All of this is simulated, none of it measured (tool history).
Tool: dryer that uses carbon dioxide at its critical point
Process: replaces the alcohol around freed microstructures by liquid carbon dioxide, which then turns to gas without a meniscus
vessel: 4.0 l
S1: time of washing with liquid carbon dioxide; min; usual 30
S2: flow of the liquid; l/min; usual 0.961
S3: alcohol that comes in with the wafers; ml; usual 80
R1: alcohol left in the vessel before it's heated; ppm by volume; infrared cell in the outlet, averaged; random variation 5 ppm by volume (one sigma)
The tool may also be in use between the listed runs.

{"run": 1, "hour": 0.0, "S1": 30, "S2": 0.961, "S3": 80, "R1": 96}
{"run": 2, "hour": 21.5, "S1": 30, "S2": 0.961, "S3": 41, "R1": 81}
{"run": 3, "hour": 44.8, "S1": 30, "S2": 0.961, "S3": 41, "R1": 91}
{"run": 4, "hour": 65.7, "S1": 45, "S2": 0.961, "S3": 80, "R1": 66}
{"run": 5, "hour": 78.4, "S1": 45, "S2": 1.002, "S3": 80, "R1": 61}
{"run": 6, "hour": 95.4, "S1": 45, "S2": 1.002, "S3": 80, "R1": 66}
{"run": 7, "hour": 119.8, "S1": 30, "S2": 0.961, "S3": 80, "R1": 110}
{"run": 8, "hour": 131.7, "S1": 30, "S2": 0.961, "S3": 80, "R1": 113}
{"run": 9, "hour": 146.0, "S1": 30, "S2": 0.961, "S3": 80, "R1": 129}
{"run": 10, "hour": 157.9, "S1": 30, "S2": 0.961, "S3": 80, "R1": 127}
{"run": 11, "hour": 175.9, "S1": 30, "S2": 0.961, "S3": 53, "R1": 104}
{"run": 12, "hour": 187.4, "S1": 30, "S2": 0.961, "S3": 23, "R1": 87}
{"run": 13, "hour": 202.1, "S1": 30, "S2": 0.961, "S3": 42, "R1": 108}
{"run": 14, "hour": 224.0, "S1": 30, "S2": 0.961, "S3": 42, "R1": 108}
{"run": 15, "hour": 248.8, "S1": 30, "S2": 0.961, "S3": 42, "R1": 107}
{"run": 16, "hour": 273.5, "S1": 30, "S2": 0.961, "S3": 42, "R1": 110}
{"run": 17, "hour": 287.7, "S1": 30, "S2": 0.961, "S3": 42, "R1": 119}
{"run": 18, "hour": 311.2, "S1": 30, "S2": 0.961, "S3": 80, "R1": 150}
{"run": 19, "hour": 334.9, "S1": 39, "S2": 0.961, "S3": 80, "R1": 100}
{"run": 20, "hour": 360.4, "S1": 39, "S2": 0.961, "S3": 80, "R1": 102}
{"hour": 365.2, "done": "inlet filter changed"}
{"run": 21, "hour": 374.4, "S1": 39, "S2": 0.961, "S3": 80, "R1": 91}
{"run": 22, "hour": 385.4, "S1": 30, "S2": 0.961, "S3": 42, "R1": 105}
{"run": 23, "hour": 405.3, "S1": 30, "S2": 0.961, "S3": 42, "R1": 98}
{"run": 24, "hour": 417.7, "S1": 46, "S2": 0.888, "S3": 50, "R1": 91}
{"run": 25, "hour": 430.3, "S1": 46, "S2": 0.888, "S3": 50, "R1": 94}
{"run": 26, "hour": 447.0, "S1": 46, "S2": 0.888, "S3": 50, "R1": 93}
{"run": 27, "hour": 468.2, "S1": 46, "S2": 0.888, "S3": 50, "R1": 87}
{"run": 28, "hour": 490.2, "S1": 28, "S2": 0.961, "S3": 73, "R1": 146}
{"run": 29, "hour": 506.3, "S1": 28, "S2": 0.961, "S3": 73, "R1": 149}
{"run": 30, "hour": 523.5, "S1": 23, "S2": 0.961, "S3": 29, "R1": 154}
{"run": 31, "hour": 546.1, "S1": 23, "S2": 0.961, "S3": 29, "R1": 149}
{"run": 32, "hour": 557.5, "S1": 38, "S2": 1.159, "S3": 22, "R1": 97}
{"run": 33, "hour": 581.0, "S1": 37, "S2": 0.716, "S3": 80, "R1": 173}
{"run": 34, "hour": 595.3, "S1": 39, "S2": 0.735, "S3": 31, "R1": 119}
{"run": 35, "hour": 606.2, "S1": 30, "S2": 1.249, "S3": 115, "R1": 104}
{"run": 36, "hour": 629.2, "S1": 30, "S2": 1.249, "S3": 115, "R1": 108}
{"run": 37, "hour": 644.6, "S1": 28, "S2": 1.249, "S3": 91, "R1": 116}
{"run": 38, "hour": 667.4, "S1": 30, "S2": 0.588, "S3": 46, "R1": 425}
{"run": 39, "hour": 678.1, "S1": 33, "S2": 1.044, "S3": 24, "R1": 118}
{"run": 40, "hour": 695.5, "S1": 33, "S2": 1.044, "S3": 24, "R1": 113}
{"run": 41, "hour": 714.7, "S1": 44, "S2": 0.863, "S3": 52, "R1": 114}
{"run": 42, "hour": 740.1, "S1": 27, "S2": 0.961, "S3": 112, "R1": 245}
{"run": 43, "hour": 764.7, "S1": 27, "S2": 0.961, "S3": 112, "R1": 247}
{"run": 44, "hour": 775.1, "S1": 39, "S2": 1.281, "S3": 21, "R1": 105}
{"run": 45, "hour": 788.2, "S1": 21, "S2": 1.096, "S3": 25, "R1": 176}
{"run": 46, "hour": 808.0, "S1": 20, "S2": 1.096, "S3": 55, "R1": 279}

3 ways to go on from here, each from the tool as it stands after run 46. What would each give?
{"run": "A", "hour": 826.4, "S1": 45, "S2": 1.096, "S3": 55, "R1": "?"}
{"run": "B", "hour": 826.4, "S1": 30, "S2": 0.961, "S3": 58, "R1": "?"}
{"run": "C", "hour": 826.4, "S1": 22, "S2": 0.961, "S3": 47, "R1": "?"}

run=A R1=117
run=B R1=162
run=C R1=302
Without the tool's hidden state the same runs would have given:
run=A R1=7
run=B R1=25
run=C R1=111
